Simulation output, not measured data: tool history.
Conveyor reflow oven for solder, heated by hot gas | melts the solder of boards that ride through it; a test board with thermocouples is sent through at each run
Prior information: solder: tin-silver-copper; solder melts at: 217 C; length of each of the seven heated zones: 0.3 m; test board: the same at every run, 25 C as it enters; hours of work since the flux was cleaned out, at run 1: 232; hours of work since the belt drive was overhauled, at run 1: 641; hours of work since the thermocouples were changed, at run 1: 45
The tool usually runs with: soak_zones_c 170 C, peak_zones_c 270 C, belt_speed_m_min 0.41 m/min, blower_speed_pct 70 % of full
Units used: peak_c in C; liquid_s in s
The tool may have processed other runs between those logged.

run,hour,soak_zones_c,peak_zones_c,belt_speed_m_min,blower_speed_pct,hours of work since the flux was cleaned out,hours of work since the belt drive was overhauled,hours of work since the thermocouples were changed,peak_c,liquid_s
1,0,170,270,0.41,70,232,641,45,254.2,67.53
2,11.4,170,270,0.41,70,238,647,50,254.26,67.23
3,18.2,170,270,0.41,70,241,650,54,254.13,67.21
4,25.2,170,270,0.41,70,244,653,57,254.1,67.15
5,33.7,170,270,0.41,70,248,657,61,254.13,67.2
6,42.1,170,270,0.477,70,252,661,65,248.72,52.07
# hour 49: flux residue cleaned out of gas plates and filters
7,58,170,270,0.477,70,4,667,70,248,51.6
8,66.7,170,270,0.477,70,8,671,74,248.21,51.6
9,77.1,170,270,0.41,59,13,676,79,250.87,63.58
10,87.1,170,270,0.41,70,18,680,84,253.69,66.6
# hour 99.2: flux residue cleaned out of gas plates and filters, once more
11,100.4,170,270,0.41,70,1,684,88,256.2,69.42
12,109.5,170,270,0.41,70,5,689,92,256.24,69.52
13,117.1,170,270,0.41,70,9,692,96,256.09,69.46
14,125.8,170,270,0.41,70,13,696,100,256.09,69.3
15,141.2,170,270,0.41,61,20,704,107,253.83,66.91
16,152.3,170,270,0.41,61,25,709,113,253.91,66.81
17,160.5,182,279,0.476,76,29,713,117,262.66,66.91
18,174.5,184,270,0.34,57,36,720,123,260.1,94.72
19,190.1,184,270,0.34,57,43,727,131,260.03,94.91
20,206.3,170,261,0.41,84,51,735,138,250.28,66
21,218.3,170,261,0.41,84,57,740,144,250.22,65.87
22,232.2,170,266,0.372,70,63,747,151,254.83,76.59
23,242,170,266,0.372,70,68,752,155,254.76,76.39
24,252.8,180,266,0.372,74,73,757,161,256.55,82.54
25,260.2,170,278,0.402,72,77,760,164,264.11,76.35
26,275.4,170,278,0.402,72,84,768,171,263.88,76.46
27,290,170,278,0.402,52,91,775,178,258.45,71.51
28,305.7,159,272,0.41,88,98,782,186,259.48,68.82
29,321.6,159,272,0.41,88,106,790,193,259.48,68.68
30,333.3,170,270,0.479,69,111,795,199,249.81,53.38
31,341.7,170,283,0.41,51,115,799,203,261.56,72.3

Branching from run 31: 4 alternative next runs. What would each branch give?
A,355.9,170,270,0.377,54,122,806,210,?,?
B,355.9,170,270,0.41,54,122,806,210,?,?
C,355.9,176,270,0.41,68,122,806,210,?,?
D,355.9,170,270,0.41,69,122,806,210,?,?

run,peak_c,liquid_s
A,254.14,73.21
B,251.15,63.94
C,255.96,71.55
D,255.12,68.62
Had the tool no hidden state, the same runs would have come out as:
run,peak_c,liquid_s
A,254.27,71.68
B,251.32,62.68
C,256.34,70.27
D,255.54,67.48
